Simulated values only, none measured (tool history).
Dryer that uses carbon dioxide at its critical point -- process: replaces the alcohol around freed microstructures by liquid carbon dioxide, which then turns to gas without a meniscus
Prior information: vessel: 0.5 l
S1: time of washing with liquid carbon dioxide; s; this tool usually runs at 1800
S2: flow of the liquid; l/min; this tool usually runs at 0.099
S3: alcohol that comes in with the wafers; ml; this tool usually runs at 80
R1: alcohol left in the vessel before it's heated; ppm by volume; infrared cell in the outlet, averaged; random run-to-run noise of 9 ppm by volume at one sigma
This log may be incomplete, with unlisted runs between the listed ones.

| run | hour | S1 | S2 | S3 | R1 |
|---|---|---|---|---|---|
| 1 | 0 | 1800 | 0.099 | 80 | 991 |
| 2 | 12.5 | 1800 | 0.099 | 80 | 1030 |
| 3 | 28.1 | 1800 | 0.099 | 80 | 1035 |
| 4 | 42.3 | 1800 | 0.099 | 80 | 1064 |
| 5 | 54.2 | 1800 | 0.099 | 80 | 1068 |
|  | 63.6 | inlet filter changed |
| 6 | 72.8 | 1800 | 0.0932 | 80 | 704 |
| 7 | 80.2 | 1800 | 0.0932 | 80 | 696 |
| 8 | 89 | 1800 | 0.0932 | 80 | 705 |
| 9 | 97.3 | 1800 | 0.0932 | 80 | 730 |
| 10 | 105.8 | 1800 | 0.0932 | 80 | 717 |
| 11 | 123 | 1800 | 0.099 | 80 | 550 |
| 12 | 134.9 | 1800 | 0.099 | 80 | 549 |
| 13 | 151.6 | 1800 | 0.099 | 80 | 557 |
| 14 | 162.1 | 1800 | 0.099 | 80 | 564 |
| 15 | 178.8 | 1800 | 0.099 | 80 | 586 |
| 16 | 190.7 | 1800 | 0.099 | 80 | 590 |
| 17 | 199.7 | 1800 | 0.099 | 80 | 602 |
| 18 | 208.4 | 1800 | 0.099 | 47 | 354 |

What will run 19 give?
| 19 | 225.8 | 1200 | 0.1166 | 76 | ? |

R1: 1964 ppm by volume
The same run, on a tool lacking any hidden state, would have yielded R1 1677 ppm by volume.
